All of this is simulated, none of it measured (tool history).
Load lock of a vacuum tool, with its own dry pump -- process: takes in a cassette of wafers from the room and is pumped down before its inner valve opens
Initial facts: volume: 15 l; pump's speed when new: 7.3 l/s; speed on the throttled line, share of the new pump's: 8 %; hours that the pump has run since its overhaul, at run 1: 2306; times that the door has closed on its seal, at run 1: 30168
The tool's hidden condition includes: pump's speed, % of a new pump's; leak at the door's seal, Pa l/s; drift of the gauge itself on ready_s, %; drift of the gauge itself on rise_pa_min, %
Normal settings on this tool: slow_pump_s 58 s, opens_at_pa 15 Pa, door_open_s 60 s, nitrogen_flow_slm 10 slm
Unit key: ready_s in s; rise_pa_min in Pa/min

run	hour	slow_pump_s	opens_at_pa	door_open_s	nitrogen_flow_slm	hours that the pump has run since its overhaul	times that the door has closed on its seal	incoming humidity of the room's air, %	ready_s	rise_pa_min
1	0.0	58	15	60	10	2306	30168	43.5	71.8	0.410
2	70.4	58	15	60	10	2376	30443	45.0	71.9	0.430
3	160.6	58	15	60	10	2467	30794	40.0	72.0	0.424
4	235.2	58	15	60	10	2541	31085	46.6	71.4	0.429
5	329.0	58	15	60	10	2635	31451	46.2	71.7	0.448
6	378.4	58	15	60	10	2684	31644	46.0	71.8	0.451
7	463.5	58	15	154	10	2769	31976	46.9	71.7	0.488
8	522.3	57	15	60	30	2828	32205	43.6	70.3	0.436
9	594.1	59	23	27	30	2900	32485	44.2	72.1	0.426
10	646.1	59	23	27	30	2952	32687	43.7	71.4	0.427
11	728.5	108	20	75	6	3034	33009	40.5	116.0	0.481
# hour 771.9: door's seal changed, seat wiped
12	775.4	58	20	204	10	3080	14	44.5	71.2	0.102
13	858.0	58	20	204	10	3162	336	48.1	70.8	0.106
14	932.0	58	18	60	10	3236	625	45.2	71.1	0.069

Below, each run's measurement less what the same run would have read without the hidden state. Both values contain the same run-to-run variation, but the gauge's scatter may not be the same in both:
run	rise_pa_min
1	+0.348
2	+0.359
3	+0.360
4	+0.361
5	+0.374
6	+0.379
7	+0.386
8	+0.393
9	+0.394
10	+0.395
11	+0.401
12	-0.002
13	-0.001
14	+0.000
For ready_s, the value without the hidden state is never more than 0.3 s from the measured value.
